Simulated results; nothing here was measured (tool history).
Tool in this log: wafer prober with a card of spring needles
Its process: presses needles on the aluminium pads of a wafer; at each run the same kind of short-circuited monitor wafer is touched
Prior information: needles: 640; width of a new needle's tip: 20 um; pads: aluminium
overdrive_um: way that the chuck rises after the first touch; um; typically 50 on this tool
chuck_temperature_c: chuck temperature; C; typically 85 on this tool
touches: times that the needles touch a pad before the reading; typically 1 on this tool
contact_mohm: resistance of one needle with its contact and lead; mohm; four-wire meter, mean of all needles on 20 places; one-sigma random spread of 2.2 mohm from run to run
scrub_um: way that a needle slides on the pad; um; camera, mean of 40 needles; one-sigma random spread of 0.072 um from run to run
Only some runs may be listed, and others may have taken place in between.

| run | hour | overdrive_um | chuck_temperature_c | touches | contact_mohm | scrub_um |
|---|---|---|---|---|---|---|
| 1 | 0 | 50 | 85 | 1 | 440 | 13.77 |
|  | 7.6 | tips cleaned on abrasive film |
|  | 17.7 | tips cleaned on abrasive film |
|  | 30.2 | tips cleaned on abrasive film |
|  | 40.3 | tips cleaned on abrasive film |
|  | 52.9 | tips cleaned on abrasive film |
|  | 63 | tips cleaned on abrasive film |
| 2 | 66.7 | 50 | 85 | 2 | 338 | 13.76 |
|  | 74.3 | tips cleaned on abrasive film |
|  | 86.8 | tips cleaned on abrasive film |
|  | 96.9 | tips cleaned on abrasive film |
|  | 109.5 | tips cleaned on abrasive film |
|  | 122.1 | tips cleaned on abrasive film |
|  | 134.6 | tips cleaned on abrasive film |
| 3 | 137.8 | 50 | 85 | 2 | 337 | 13.61 |
|  | 145.4 | tips cleaned on abrasive film |
|  | 158 | tips cleaned on abrasive film |
|  | 170.5 | tips cleaned on abrasive film |
|  | 183.1 | tips cleaned on abrasive film |
|  | 195.7 | tips cleaned on abrasive film |
| 4 | 197.1 | 50 | 85 | 2 | 304 | 13.56 |
|  | 207.2 | tips cleaned on abrasive film |
|  | 217.3 | tips cleaned on abrasive film |
|  | 229.8 | tips cleaned on abrasive film |
|  | 242.4 | tips cleaned on abrasive film |
|  | 255 | tips cleaned on abrasive film |
| 5 | 256 | 50 | 85 | 2 | 299 | 13.51 |
|  | 266.1 | tips cleaned on abrasive film |
|  | 278.6 | tips cleaned on abrasive film |
|  | 288.7 | tips cleaned on abrasive film |
|  | 298.8 | tips cleaned on abrasive film |
|  | 310.8 | tips cleaned on abrasive film |
| 6 | 310.8 | 50 | 85 | 2 | 260 | 13.44 |
|  | 323.4 | tips cleaned on abrasive film |
|  | 335.9 | tips cleaned on abrasive film |
|  | 348.5 | tips cleaned on abrasive film |
|  | 353.6 | tips cleaned on abrasive film, once more |
|  | 363.7 | tips cleaned on abrasive film |
|  | 369 | height of the first contact set anew |
|  | 376.6 | tips cleaned on abrasive film |
| 7 | 381.8 | 50 | 85 | 1 | 454 | 13.82 |
|  | 386.9 | tips cleaned on abrasive film |
|  | 399.5 | tips cleaned on abrasive film |
|  | 409.6 | tips cleaned on abrasive film |
|  | 422.1 | tips cleaned on abrasive film |
|  | 434.7 | tips cleaned on abrasive film |
|  | 444.8 | tips cleaned on abrasive film |
| 8 | 453.2 | 50 | 85 | 2 | 398 | 13.81 |
|  | 455.8 | tips cleaned on abrasive film |
|  | 468.4 | tips cleaned on abrasive film |
|  | 478.4 | tips cleaned on abrasive film |
|  | 491 | tips cleaned on abrasive film |
| 9 | 496.5 | 50 | 85 | 2 | 381 | 13.69 |
|  | 501.6 | tips cleaned on abrasive film |
|  | 514.2 | tips cleaned on abrasive film |
|  | 526.8 | tips cleaned on abrasive film |
|  | 536.8 | tips cleaned on abrasive film |
|  | 549.4 | tips cleaned on abrasive film |
| 10 | 549.5 | 50 | 85 | 1 | 283 | 13.66 |
|  | 559.6 | tips cleaned on abrasive film |
|  | 572.2 | tips cleaned on abrasive film |
|  | 582.3 | tips cleaned on abrasive film |
|  | 594.8 | tips cleaned on abrasive film |
|  | 607.4 | tips cleaned on abrasive film |
| 11 | 613.2 | 50 | 85 | 1 | 485 | 13.45 |
|  | 618.3 | tips cleaned on abrasive film |
|  | 630.8 | tips cleaned on abrasive film |
|  | 640.9 | tips cleaned on abrasive film |
|  | 653.5 | tips cleaned on abrasive film |
| 12 | 662.6 | 50 | 85 | 1 | 510 | 13.41 |
|  | 665.2 | tips cleaned on abrasive film |
|  | 675.3 | tips cleaned on abrasive film |
|  | 687.9 | tips cleaned on abrasive film |
|  | 700.2 | tips cleaned on abrasive film |
| 13 | 700.2 | 50 | 85 | 1 | 283 | 13.64 |
|  | 712.8 | tips cleaned on abrasive film |
|  | 722.9 | tips cleaned on abrasive film |
| 14 | 732.6 | 51 | 53 | 1 | 529 | 13.62 |
|  | 735.2 | tips cleaned on abrasive film |
|  | 747.8 | tips cleaned on abrasive film |
|  | 760.3 | tips cleaned on abrasive film |
|  | 772.9 | tips cleaned on abrasive film |
| 15 | 780 | 31 | 40 | 2 | 685 | 8.16 |
|  | 785.1 | tips cleaned on abrasive film |
|  | 790.3 | height of the first contact set anew |
|  | 797.9 | tips cleaned on abrasive film |
|  | 810.5 | tips cleaned on abrasive film |
|  | 823.1 | tips cleaned on abrasive film |
|  | 833.2 | tips cleaned on abrasive film |
|  | 844.3 | tips cleaned on abrasive film |
| 16 | 844.3 | 31 | 40 | 2 | 305 | 8.4 |
|  | 854.4 | tips cleaned on abrasive film |
|  | 864.5 | tips cleaned on abrasive film |
|  | 877 | tips cleaned on abrasive film |
| 17 | 880.1 | 32 | 40 | 2 | 485 | 8.78 |
|  | 887.7 | tips cleaned on abrasive film |
|  | 897.7 | tips cleaned on abrasive film |
|  | 910.3 | tips cleaned on abrasive film |
|  | 920.4 | tips cleaned on abrasive film |
|  | 931 | tips cleaned on abrasive film |
| 18 | 931 | 39 | 39 | 1 | 296 | 10.68 |
|  | 941 | tips cleaned on abrasive film |
|  | 953.6 | tips cleaned on abrasive film |
|  | 966.2 | tips cleaned on abrasive film |
|  | 978.8 | tips cleaned on abrasive film |
| 19 | 985 | 54 | 85 | 2 | 365 | 14.81 |
|  | 990.1 | tips cleaned on abrasive film |
|  | 1000.2 | tips cleaned on abrasive film |
|  | 1012.8 | tips cleaned on abrasive film |
|  | 1022.9 | tips cleaned on abrasive film |
| 20 | 1031.7 | 40 | 75 | 1 | 724 | 10.73 |
|  | 1034.3 | tips cleaned on abrasive film |
|  | 1046.9 | tips cleaned on abrasive film |
|  | 1057 | tips cleaned on abrasive film |
| 21 | 1066.7 | 40 | 75 | 1 | 740 | 10.76 |
|  | 1069.3 | tips cleaned on abrasive film |
|  | 1079.4 | tips cleaned on abrasive film |
|  | 1092 | tips cleaned on abrasive film |
|  | 1102 | tips cleaned on abrasive film |
|  | 1114.6 | tips cleaned on abrasive film |
|  | 1124.7 | tips cleaned on abrasive film |
|  | 1137.3 | tips cleaned on abrasive film |
| 22 | 1140.3 | 41 | 113 | 1 | 479 | 10.85 |
|  | 1147.9 | tips cleaned on abrasive film |
|  | 1160.4 | tips cleaned on abrasive film |
|  | 1173 | tips cleaned on abrasive film |
| 23 | 1180.4 | 41 | 62 | 3 | 421 | 10.94 |
|  | 1185.5 | tips cleaned on abrasive film |
|  | 1195.6 | tips cleaned on abrasive film |
|  | 1208.2 | tips cleaned on abrasive film |
|  | 1211 | height of the first contact set anew |
|  | 1218.5 | tips cleaned on abrasive film |
|  | 1231.1 | tips cleaned on abrasive film |
| 24 | 1232.7 | 51 | 104 | 2 | 315 | 14.13 |
|  | 1242.8 | tips cleaned on abrasive film |
|  | 1252.9 | tips cleaned on abrasive film |
|  | 1265.5 | tips cleaned on abrasive film |
| 25 | 1265.9 | 33 | 94 | 2 | 344 | 9.09 |
|  | 1276 | tips cleaned on abrasive film |
|  | 1288.6 | tips cleaned on abrasive film |
|  | 1301.2 | tips cleaned on abrasive film |
| 26 | 1309.5 | 33 | 94 | 2 | 635 | 9 |

Consider 3 possible next runs. They are alternatives, not a sequence: every one starts from the tool as it was left by run 26. What does each give?
|  | 1312.1 | tips cleaned on abrasive film |
|  | 1324.6 | tips cleaned on abrasive film |
|  | 1337.2 | tips cleaned on abrasive film |
| A | 1346.6 | 39 | 32 | 2 | ? | ? |
|  | 1312.1 | tips cleaned on abrasive film |
|  | 1324.6 | tips cleaned on abrasive film |
|  | 1337.2 | tips cleaned on abrasive film |
| B | 1346.6 | 65 | 105 | 3 | ? | ? |
|  | 1312.1 | tips cleaned on abrasive film |
|  | 1324.6 | tips cleaned on abrasive film |
|  | 1337.2 | tips cleaned on abrasive film |
| C | 1346.6 | 63 | 28 | 1 | ? | ? |

| run | contact_mohm | scrub_um |
|---|---|---|
| A | 557 | 10.56 |
| B | 306 | 17.96 |
| C | 434 | 17.4 |
Without the tool's unlogged condition, the same runs would have read:
| run | contact_mohm | scrub_um |
|---|---|---|
| A | 240 | 10.73 |
| B | 243 | 18.13 |
| C | 226 | 17.56 |

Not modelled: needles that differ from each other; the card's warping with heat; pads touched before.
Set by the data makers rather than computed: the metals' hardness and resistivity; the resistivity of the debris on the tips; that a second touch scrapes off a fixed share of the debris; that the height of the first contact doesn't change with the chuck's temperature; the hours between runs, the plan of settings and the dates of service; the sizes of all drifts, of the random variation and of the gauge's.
